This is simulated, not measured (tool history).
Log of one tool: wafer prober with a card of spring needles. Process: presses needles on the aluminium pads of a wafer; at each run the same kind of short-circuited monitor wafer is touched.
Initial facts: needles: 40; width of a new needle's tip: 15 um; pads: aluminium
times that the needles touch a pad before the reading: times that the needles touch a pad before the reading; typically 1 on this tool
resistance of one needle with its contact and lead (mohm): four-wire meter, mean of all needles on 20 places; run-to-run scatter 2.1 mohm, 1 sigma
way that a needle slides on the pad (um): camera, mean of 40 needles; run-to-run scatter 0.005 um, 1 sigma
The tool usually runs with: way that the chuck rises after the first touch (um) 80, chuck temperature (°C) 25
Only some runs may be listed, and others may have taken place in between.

| run | hour | way that the chuck rises after the first touch (um) | chuck temperature (°C) | times that the needles touch a pad before the reading | resistance of one needle with its contact and lead (mohm) | way that a needle slides on the pad (um) |
|---|---|---|---|---|---|---|
| 1 | 0.0 | 80 | 25 | 1 | 231 | 13.518 |
|  | 33.1 | tips cleaned on abrasive film |
| 2 | 48.2 | 80 | 25 | 1 | 238 | 13.524 |
|  | 66.4 | tips cleaned on abrasive film |
|  | 96.3 | tips cleaned on abrasive film |
|  | 126.5 | tips cleaned on abrasive film |
| 3 | 129.8 | 80 | 25 | 1 | 236 | 13.529 |
|  | 142.2 | height of the first contact set anew |
|  | 156.9 | tips cleaned on abrasive film |
|  | 193.4 | tips cleaned on abrasive film |
|  | 226.8 | tips cleaned on abrasive film |
| 4 | 227.5 | 77 | 25 | 1 | 232 | 13.022 |
|  | 259.0 | tips cleaned on abrasive film |
|  | 291.0 | tips cleaned on abrasive film |
| 5 | 317.6 | 80 | 25 | 1 | 238 | 13.531 |
|  | 323.7 | tips cleaned on abrasive film |
|  | 355.5 | tips cleaned on abrasive film |
|  | 384.1 | height of the first contact set anew |
|  | 391.5 | tips cleaned on abrasive film |
| 6 | 395.1 | 80 | 32 | 1 | 238 | 13.534 |
|  | 427.0 | tips cleaned on abrasive film |
| 7 | 449.4 | 80 | 25 | 1 | 240 | 13.544 |
|  | 456.9 | tips cleaned on abrasive film |
|  | 490.0 | tips cleaned on abrasive film |
| 8 | 507.6 | 80 | 25 | 1 | 238 | 13.548 |
|  | 522.3 | tips cleaned on abrasive film |
|  | 552.3 | tips cleaned on abrasive film |
| 9 | 564.5 | 80 | 25 | 1 | 234 | 13.543 |
|  | 585.3 | tips cleaned on abrasive film |
|  | 617.1 | tips cleaned on abrasive film |
|  | 624.7 | height of the first contact set anew |
| 10 | 631.4 | 80 | 25 | 1 | 236 | 13.555 |
|  | 650.4 | tips cleaned on abrasive film |
|  | 681.6 | tips cleaned on abrasive film |
|  | 713.5 | tips cleaned on abrasive film |
| 11 | 724.3 | 80 | 25 | 1 | 238 | 13.557 |
|  | 745.7 | tips cleaned on abrasive film |
|  | 780.4 | tips cleaned on abrasive film |
| 12 | 799.0 | 67 | 25 | 1 | 239 | 11.360 |
|  | 811.4 | tips cleaned on abrasive film |
|  | 847.6 | tips cleaned on abrasive film |
|  | 866.7 | height of the first contact set anew |
|  | 880.1 | tips cleaned on abrasive film |
| 13 | 896.2 | 93 | 25 | 1 | 233 | 15.771 |
|  | 916.3 | tips cleaned on abrasive film |
|  | 950.8 | tips cleaned on abrasive film |
| 14 | 965.6 | 80 | 25 | 1 | 238 | 13.573 |
|  | 985.1 | tips cleaned on abrasive film |
|  | 1017.6 | tips cleaned on abrasive film |
| 15 | 1033.1 | 68 | 56 | 1 | 243 | 11.532 |
|  | 1051.8 | tips cleaned on abrasive film |
|  | 1086.1 | tips cleaned on abrasive film |
|  | 1106.5 | height of the first contact set anew |
|  | 1120.6 | tips cleaned on abrasive film |
| 16 | 1120.6 | 87 | 62 | 2 | 245 | 14.765 |
|  | 1152.1 | tips cleaned on abrasive film |
| 17 | 1175.0 | 88 | 45 | 2 | 238 | 14.935 |
|  | 1187.4 | tips cleaned on abrasive film |
|  | 1222.2 | tips cleaned on abrasive film |
| 18 | 1242.5 | 80 | 25 | 1 | 235 | 13.572 |
|  | 1254.9 | tips cleaned on abrasive film |
|  | 1285.7 | tips cleaned on abrasive film |
| 19 | 1295.3 | 93 | 25 | 1 | 233 | 15.790 |
|  | 1318.7 | tips cleaned on abrasive film |
| 20 | 1335.4 | 61 | 33 | 1 | 246 | 10.358 |
|  | 1348.6 | tips cleaned on abrasive film |
|  | 1348.9 | height of the first contact set anew |
|  | 1378.8 | tips cleaned on abrasive film |
| 21 | 1385.4 | 78 | 27 | 1 | 237 | 13.254 |
|  | 1412.7 | tips cleaned on abrasive film |
|  | 1446.5 | tips cleaned on abrasive film |
|  | 1477.5 | tips cleaned on abrasive film |
| 22 | 1477.5 | 99 | 25 | 1 | 233 | 16.830 |
|  | 1507.2 | tips cleaned on abrasive film |
| 23 | 1533.5 | 90 | 25 | 2 | 235 | 15.289 |
|  | 1540.9 | tips cleaned on abrasive film |
|  | 1570.4 | tips cleaned on abrasive film |
|  | 1592.0 | height of the first contact set anew |
|  | 1604.5 | tips cleaned on abrasive film |
| 24 | 1604.5 | 90 | 25 | 2 | 235 | 15.304 |
|  | 1640.4 | tips cleaned on abrasive film |
| 25 | 1652.2 | 79 | 31 | 2 | 240 | 13.433 |
|  | 1671.9 | tips cleaned on abrasive film |
|  | 1701.9 | tips cleaned on abrasive film |
| 26 | 1725.7 | 66 | 31 | 2 | 240 | 11.231 |
|  | 1738.2 | tips cleaned on abrasive film |
| 27 | 1765.9 | 66 | 31 | 2 | 239 | 11.228 |
|  | 1770.5 | tips cleaned on abrasive film |
|  | 1802.7 | tips cleaned on abrasive film |
|  | 1831.2 | height of the first contact set anew |
|  | 1838.6 | tips cleaned on abrasive film |
| 28 | 1847.6 | 80 | 124 | 3 | 262 | 13.618 |

Predict each of these 4 candidate next runs independently; none follows another, all start after run 28:
|  | 1871.9 | tips cleaned on abrasive film |
|  | 1903.4 | tips cleaned on abrasive film |
| A | 1917.6 | 91 | 84 | 2 | ? | ? |
|  | 1871.9 | tips cleaned on abrasive film |
|  | 1903.4 | tips cleaned on abrasive film |
| B | 1917.6 | 63 | 44 | 3 | ? | ? |
|  | 1871.9 | tips cleaned on abrasive film |
|  | 1903.4 | tips cleaned on abrasive film |
| C | 1917.6 | 80 | 37 | 1 | ? | ? |
|  | 1871.9 | tips cleaned on abrasive film |
|  | 1903.4 | tips cleaned on abrasive film |
| D | 1917.6 | 68 | 70 | 1 | ? | ? |

| run | resistance of one needle with its contact and lead (mohm) | way that a needle slides on the pad (um) |
|---|---|---|
| A | 249 | 15.498 |
| B | 242 | 10.721 |
| C | 239 | 13.619 |
| D | 253 | 11.573 |
Take away the tool's hidden state, keep each run's random variation, and the runs would have read:
| run | resistance of one needle with its contact and lead (mohm) | way that a needle slides on the pad (um) |
|---|---|---|
| A | 249 | 15.386 |
| B | 242 | 10.645 |
| C | 238 | 13.521 |
| D | 252 | 11.490 |

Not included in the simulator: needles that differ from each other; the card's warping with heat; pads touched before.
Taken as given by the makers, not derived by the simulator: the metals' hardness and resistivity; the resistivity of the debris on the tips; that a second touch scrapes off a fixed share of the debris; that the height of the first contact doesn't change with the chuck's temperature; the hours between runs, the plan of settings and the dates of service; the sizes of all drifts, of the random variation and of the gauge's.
